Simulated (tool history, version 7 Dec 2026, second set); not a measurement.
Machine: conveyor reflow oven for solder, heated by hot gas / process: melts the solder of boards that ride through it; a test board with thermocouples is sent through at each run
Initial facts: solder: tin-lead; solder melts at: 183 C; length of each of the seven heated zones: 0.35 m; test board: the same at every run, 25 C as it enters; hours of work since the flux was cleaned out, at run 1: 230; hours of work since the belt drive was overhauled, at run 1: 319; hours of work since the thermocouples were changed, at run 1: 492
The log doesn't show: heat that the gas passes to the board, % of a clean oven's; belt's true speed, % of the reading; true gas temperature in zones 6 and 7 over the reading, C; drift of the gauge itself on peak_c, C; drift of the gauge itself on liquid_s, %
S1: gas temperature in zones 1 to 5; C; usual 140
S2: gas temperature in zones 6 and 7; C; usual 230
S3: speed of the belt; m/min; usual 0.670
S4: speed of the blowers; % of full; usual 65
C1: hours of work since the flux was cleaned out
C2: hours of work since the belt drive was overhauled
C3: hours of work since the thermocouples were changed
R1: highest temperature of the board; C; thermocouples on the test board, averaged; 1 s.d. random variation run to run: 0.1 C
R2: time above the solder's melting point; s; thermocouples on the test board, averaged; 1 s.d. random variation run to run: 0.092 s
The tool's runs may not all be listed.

run,day,S1,S2,S3,S4,C1,C2,C3,R1,R2
1,0.000,140,230,0.670,65,230,319,492,211.4,42.63
2,1.567,140,230,0.670,65,253,342,515,211.4,42.72
3,4.175,140,230,0.670,65,292,381,553,211.1,42.67
4,6.104,140,230,0.670,65,320,409,582,211.2,42.75
5,7.938,140,230,0.670,65,348,436,609,211.3,42.72
# day 8.575: flux residue cleaned out of gas plates and filters
6,9.517,140,230,0.670,65,14,457,629,211.1,42.87
7,12.275,140,227,0.670,65,55,497,670,208.8,40.71
8,15.208,140,227,0.670,65,98,541,714,208.7,40.88
9,16.867,140,227,0.670,65,123,565,738,208.7,40.80
10,18.529,140,227,0.670,65,147,590,763,208.7,40.79
11,21.433,140,218,0.670,65,190,633,806,201.4,33.76
12,23.208,140,218,0.670,65,217,659,832,201.4,33.87
13,25.612,140,218,0.670,65,252,695,868,201.2,33.96
14,27.546,140,218,0.670,65,281,723,896,201.4,33.82
15,29.425,140,218,0.670,59,309,751,924,199.6,31.16
16,30.671,140,230,0.692,65,327,770,943,210.3,40.44
# day 32.600: flux residue cleaned out of gas plates and filters
17,32.879,142,227,0.561,61,4,799,972,213.2,54.83
18,34.254,142,227,0.561,61,25,820,993,213.3,54.63
19,36.183,142,242,0.561,88,53,848,1021,232.7,67.35
20,38.908,142,242,0.561,88,93,889,1061,232.7,67.33
21,41.383,140,230,0.670,88,130,925,1098,217.3,48.10
22,44.212,140,230,0.670,88,172,967,1140,217.2,48.24
# day 46.729: thermocouples of zones 6 and 7 changed
23,47.154,147,219,0.670,65,214,1009,6,203.6,38.55
24,48.642,140,238,0.612,65,236,1031,28,220.9,54.65
25,51.583,140,230,0.631,65,280,1075,72,213.2,47.45
26,53.217,140,230,0.631,65,304,1099,96,213.1,47.41
27,55.671,140,230,0.709,65,340,1135,132,209.4,38.49
# day 56.688: flux residue cleaned out of gas plates and filters
28,57.567,140,230,0.778,79,13,1160,157,210.4,36.26
29,60.575,140,230,0.778,79,57,1205,202,210.6,36.17

5 ways to go on from here, each from the tool as it stands after run 29. What would each give?
A,63.450,134,241,0.686,65,100,1248,244,?,?
B,63.450,150,230,0.670,67,100,1248,244,?,?
C,63.450,140,230,0.670,84,100,1248,244,?,?
D,63.450,145,228,0.794,65,100,1248,244,?,?
E,63.450,127,229,0.778,79,100,1248,244,?,?

run,R1,R2
A,218.2,44.87
B,213.9,48.37
C,216.4,47.28
D,205.0,31.44
E,207.0,30.33
Without the tool's hidden state the same runs would have given:
run,R1,R2
A,218.2,44.87
B,213.9,48.37
C,216.4,47.28
D,205.1,31.44
E,207.0,30.33

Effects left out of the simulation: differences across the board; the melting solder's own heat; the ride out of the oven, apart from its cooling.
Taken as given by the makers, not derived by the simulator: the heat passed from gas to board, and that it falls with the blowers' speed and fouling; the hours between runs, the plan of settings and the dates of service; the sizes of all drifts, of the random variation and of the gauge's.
